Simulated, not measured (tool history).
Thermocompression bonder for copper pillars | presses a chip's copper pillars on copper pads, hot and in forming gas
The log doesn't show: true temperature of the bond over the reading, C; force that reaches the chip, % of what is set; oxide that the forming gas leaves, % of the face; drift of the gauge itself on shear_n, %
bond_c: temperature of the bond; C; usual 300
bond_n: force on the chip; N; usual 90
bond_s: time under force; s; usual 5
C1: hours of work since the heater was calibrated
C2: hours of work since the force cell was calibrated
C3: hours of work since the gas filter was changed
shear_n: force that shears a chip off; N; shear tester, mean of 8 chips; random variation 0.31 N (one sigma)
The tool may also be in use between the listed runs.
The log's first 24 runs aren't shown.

run 25 hour=947.7 | bond_c=315 bond_n=90 bond_s=3 | C1=53 C2=890 C3=41 | shear_n=47.5
run 26 hour=990.5 | bond_c=317 bond_n=76 bond_s=14 | C1=84 C2=921 C3=71 | shear_n=72.3
run 27 hour=1042.5 | bond_c=317 bond_n=76 bond_s=14 | C1=121 C2=958 C3=109 | shear_n=71.9
run 28 hour=1094 | bond_c=304 bond_n=70 bond_s=12 | C1=158 C2=995 C3=146 | shear_n=57.6
run 29 hour=1133.8 | bond_c=313 bond_n=61 bond_s=13 | C1=187 C2=1024 C3=175 | shear_n=59.4
-- hour=1170.1 forming gas filter changed
run 30 hour=1172.3 | bond_c=313 bond_n=94 bond_s=13 | C1=214 C2=1051 C3=2 | shear_n=77.4
run 31 hour=1218.7 | bond_c=289 bond_n=95 bond_s=7 | C1=248 C2=1085 C3=35 | shear_n=50.5
run 32 hour=1261.2 | bond_c=283 bond_n=64 bond_s=4 | C1=278 C2=1115 C3=66 | shear_n=27.6
-- hour=1265.9 force cell calibrated
run 33 hour=1301.1 | bond_c=294 bond_n=66 bond_s=7 | C1=306 C2=25 C3=93 | shear_n=43.7
run 34 hour=1353.7 | bond_c=313 bond_n=122 bond_s=6 | C1=344 C2=63 C3=131 | shear_n=71.6
run 35 hour=1398.3 | bond_c=308 bond_n=98 bond_s=5 | C1=376 C2=95 C3=163 | shear_n=57.6
run 36 hour=1443.1 | bond_c=316 bond_n=61 bond_s=3 | C1=408 C2=127 C3=195 | shear_n=37.8
-- hour=1450 forming gas filter changed
run 37 hour=1479.2 | bond_c=316 bond_n=61 bond_s=3 | C1=434 C2=153 C3=21 | shear_n=39.2
run 38 hour=1505 | bond_c=297 bond_n=61 bond_s=3 | C1=452 C2=172 C3=40 | shear_n=31.3
run 39 hour=1553.5 | bond_c=297 bond_n=61 bond_s=3 | C1=487 C2=207 C3=74 | shear_n=30.7

Forecast each of these 4 alternatives for the next run:
run A hour=1582 | bond_c=312 bond_n=56 bond_s=9 | C1=508 C2=227 C3=95 | shear_n=?
run B hour=1582 | bond_c=282 bond_n=61 bond_s=3 | C1=508 C2=227 C3=95 | shear_n=?
run C hour=1582 | bond_c=297 bond_n=107 bond_s=4 | C1=508 C2=227 C3=95 | shear_n=?
run D hour=1582 | bond_c=273 bond_n=61 bond_s=5 | C1=508 C2=227 C3=95 | shear_n=?

run=A shear_n=53
run=B shear_n=24.9
run=C shear_n=50.8
run=D shear_n=27.8
Without the tool's hidden state the same runs would have given:
run=A shear_n=53.3
run=B shear_n=24.9
run=C shear_n=51
run=D shear_n=27.7
